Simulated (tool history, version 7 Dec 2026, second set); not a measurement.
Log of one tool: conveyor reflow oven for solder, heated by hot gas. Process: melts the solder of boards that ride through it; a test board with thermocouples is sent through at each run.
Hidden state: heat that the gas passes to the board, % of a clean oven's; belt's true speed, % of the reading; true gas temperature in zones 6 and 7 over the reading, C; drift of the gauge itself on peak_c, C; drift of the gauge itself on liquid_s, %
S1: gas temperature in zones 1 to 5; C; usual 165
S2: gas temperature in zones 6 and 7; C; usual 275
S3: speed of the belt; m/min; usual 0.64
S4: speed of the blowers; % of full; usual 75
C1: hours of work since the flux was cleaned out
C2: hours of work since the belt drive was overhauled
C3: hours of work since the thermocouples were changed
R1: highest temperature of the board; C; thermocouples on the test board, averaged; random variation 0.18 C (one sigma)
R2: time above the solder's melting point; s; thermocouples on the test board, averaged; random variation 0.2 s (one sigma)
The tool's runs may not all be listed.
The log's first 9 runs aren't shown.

| run | hour | S1 | S2 | S3 | S4 | C1 | C2 | C3 | R1 | R2 |
|---|---|---|---|---|---|---|---|---|---|---|
| 10 | 273.1 | 165 | 287 | 0.64 | 75 | 74 | 317 | 182 | 272.8 | 65.6 |
|  | 280.5 | belt drive overhauled, speed set with a stopwatch |
| 11 | 304.4 | 165 | 275 | 0.64 | 75 | 87 | 12 | 196 | 261.7 | 60.4 |
| 12 | 334.9 | 165 | 274 | 0.64 | 75 | 103 | 28 | 212 | 260.6 | 59.6 |
| 13 | 357.9 | 165 | 274 | 0.64 | 75 | 115 | 39 | 223 | 260.6 | 59.5 |
| 14 | 374.5 | 165 | 275 | 0.64 | 75 | 123 | 48 | 232 | 261.5 | 60.3 |
| 15 | 412.9 | 153 | 275 | 0.64 | 75 | 143 | 67 | 251 | 259.7 | 56 |
| 16 | 449.1 | 153 | 275 | 0.64 | 75 | 161 | 86 | 270 | 259.5 | 55.6 |
| 17 | 487.1 | 161 | 275 | 0.64 | 75 | 180 | 105 | 289 | 260.3 | 58.7 |

The next listed run, before its measurement:
|  | 501.9 | belt drive overhauled, speed set with a stopwatch, once more |
| 18 | 519.1 | 167 | 273 | 0.64 | 75 | 194 | 9 | 303 | ? | ? |

R1: 259.4 C
R2: 59 s
Without the tool's hidden state the same run would have given R1 260.1 C, R2 59.6 s.

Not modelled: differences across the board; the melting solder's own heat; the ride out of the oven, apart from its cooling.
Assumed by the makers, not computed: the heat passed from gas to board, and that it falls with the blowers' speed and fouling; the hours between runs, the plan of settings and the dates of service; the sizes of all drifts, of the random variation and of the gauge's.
